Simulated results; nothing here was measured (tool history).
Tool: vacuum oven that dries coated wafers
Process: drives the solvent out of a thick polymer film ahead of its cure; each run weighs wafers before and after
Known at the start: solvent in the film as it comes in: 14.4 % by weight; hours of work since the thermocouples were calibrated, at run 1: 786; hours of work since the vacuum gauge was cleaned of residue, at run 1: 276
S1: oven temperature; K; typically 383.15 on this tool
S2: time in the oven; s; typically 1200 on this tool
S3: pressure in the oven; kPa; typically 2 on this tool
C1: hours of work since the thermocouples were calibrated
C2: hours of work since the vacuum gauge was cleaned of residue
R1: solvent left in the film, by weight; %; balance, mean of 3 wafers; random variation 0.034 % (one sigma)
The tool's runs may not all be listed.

run   hour      S1    S2    S3   C1   C2    R1
  1      0  383.15  1200     2  786  276  3.13
      18.4  -- oven's thermocouples calibrated
  2   18.4  383.15  1200     2    0  287  2.82
  3     30  383.15  1200     2    8  294  2.82
  4   44.8  383.15  1200     2   18  304  2.86
  5   55.2  383.15  1200     2   25  311  2.84
  6   65.1  383.15  1200     2   32  318  2.83
  7     85  383.15  1200     2   45  331  2.84
  8    102  383.15  1800     2   56  343  1.97
  9  119.7  383.15  1800     2   68  355  1.91
 10    137  383.15  1800     2   80  367  1.97
 11  146.8  383.15   720  1.03   87  373  4.22
 12  159.4  383.15   720  1.03   95  382  4.15
 13  176.2  383.15   720  1.03  106  393   4.2
 14    191  383.15   720  1.03  116  403  4.14
 15  204.2  371.15  1380  1.78  125  412  4.37

A few steps of R1 between consecutive runs. Split each: what settings, incoming material and random variation would produce without the hidden state, and what is left over for the hidden state, along with gauge scatter present in only one of the two compared results (measured, and without hidden state):
Hidden state present: true wafer temperature over the reading, C; true pressure over the reading, kPa; drift of the gauge itself on solvent_pct, %.
Run 1 -> 2: oven's thermocouples calibrated. R1 -0.31 %: hidden state -0.31, all else +0.
Run 10 -> 11: S2 1800 -> 720, S3 2 -> 1.03. R1 +2.25 %: hidden state +0, all else +2.25.
